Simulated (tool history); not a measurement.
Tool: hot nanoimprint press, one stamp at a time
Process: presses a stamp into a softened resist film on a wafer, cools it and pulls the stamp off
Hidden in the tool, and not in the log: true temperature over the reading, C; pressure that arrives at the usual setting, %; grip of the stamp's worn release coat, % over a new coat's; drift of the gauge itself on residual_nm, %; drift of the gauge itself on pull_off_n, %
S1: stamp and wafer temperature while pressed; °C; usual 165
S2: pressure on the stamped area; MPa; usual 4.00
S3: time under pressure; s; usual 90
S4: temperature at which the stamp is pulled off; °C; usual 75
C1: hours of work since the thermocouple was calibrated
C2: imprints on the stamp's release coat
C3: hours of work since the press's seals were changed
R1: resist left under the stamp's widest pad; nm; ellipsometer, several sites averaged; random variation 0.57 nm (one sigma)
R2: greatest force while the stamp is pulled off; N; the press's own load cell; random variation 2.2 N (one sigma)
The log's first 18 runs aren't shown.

run 19 hour=1210.0 | S1=169 S2=3.04 S3=90 S4=66 | C1=182 C2=1304 C3=361 | R1=98.4 R2=186
run 20 hour=1251.5 | S1=165 S2=4.00 S3=164 S4=63 | C1=201 C2=1415 C3=379 | R1=84.0 R2=195
-- hour=1255.4 gauge calibrated
run 21 hour=1339.1 | S1=165 S2=4.00 S3=164 S4=63 | C1=239 C2=1649 C3=418 | R1=81.2 R2=199
run 22 hour=1409.9 | S1=165 S2=4.00 S3=61 S4=63 | C1=271 C2=1838 C3=449 | R1=110.9 R2=199
run 23 hour=1454.5 | S1=165 S2=4.84 S3=61 S4=63 | C1=290 C2=1957 C3=469 | R1=100.9 R2=195
-- hour=1527.7 stamp cleaned and given a new release coat
run 24 hour=1548.8 | S1=165 S2=4.84 S3=61 S4=63 | C1=329 C2=56 C3=508 | R1=100.6 R2=196
run 25 hour=1602.6 | S1=165 S2=4.84 S3=150 S4=80 | C1=353 C2=200 C3=532 | R1=75.2 R2=143
run 26 hour=1676.8 | S1=165 S2=4.84 S3=150 S4=80 | C1=386 C2=398 C3=565 | R1=76.8 R2=145
run 27 hour=1723.6 | S1=165 S2=4.84 S3=150 S4=80 | C1=407 C2=523 C3=586 | R1=75.5 R2=141
run 28 hour=1786.4 | S1=165 S2=2.45 S3=150 S4=80 | C1=435 C2=691 C3=613 | R1=110.6 R2=146
-- hour=1846.3 plate thermocouple calibrated
run 29 hour=1852.5 | S1=164 S2=4.00 S3=61 S4=75 | C1=3 C2=860 C3=641 | R1=118.0 R2=159
run 30 hour=1910.5 | S1=164 S2=2.51 S3=163 S4=75 | C1=28 C2=1015 C3=667 | R1=114.0 R2=161
run 31 hour=1997.6 | S1=165 S2=4.00 S3=90 S4=78 | C1=67 C2=1248 C3=706 | R1=101.2 R2=150

3 ways to go on from here, each from the tool as it stands after run 31. What would each give?
run A hour=2055.2 | S1=172 S2=4.00 S3=64 S4=72 | C1=92 C2=1401 C3=731 | R1=? R2=?
run B hour=2055.2 | S1=165 S2=4.22 S3=90 S4=78 | C1=92 C2=1401 C3=731 | R1=? R2=?
run C hour=2055.2 | S1=165 S2=4.00 S3=137 S4=75 | C1=92 C2=1401 C3=731 | R1=? R2=?

run=A R1=81.3 R2=167
run=B R1=97.5 R2=150
run=C R1=88.9 R2=158
Without the tool's hidden state the same runs would have given:
run=A R1=79.8 R2=166
run=B R1=95.7 R2=150
run=C R1=87.2 R2=157

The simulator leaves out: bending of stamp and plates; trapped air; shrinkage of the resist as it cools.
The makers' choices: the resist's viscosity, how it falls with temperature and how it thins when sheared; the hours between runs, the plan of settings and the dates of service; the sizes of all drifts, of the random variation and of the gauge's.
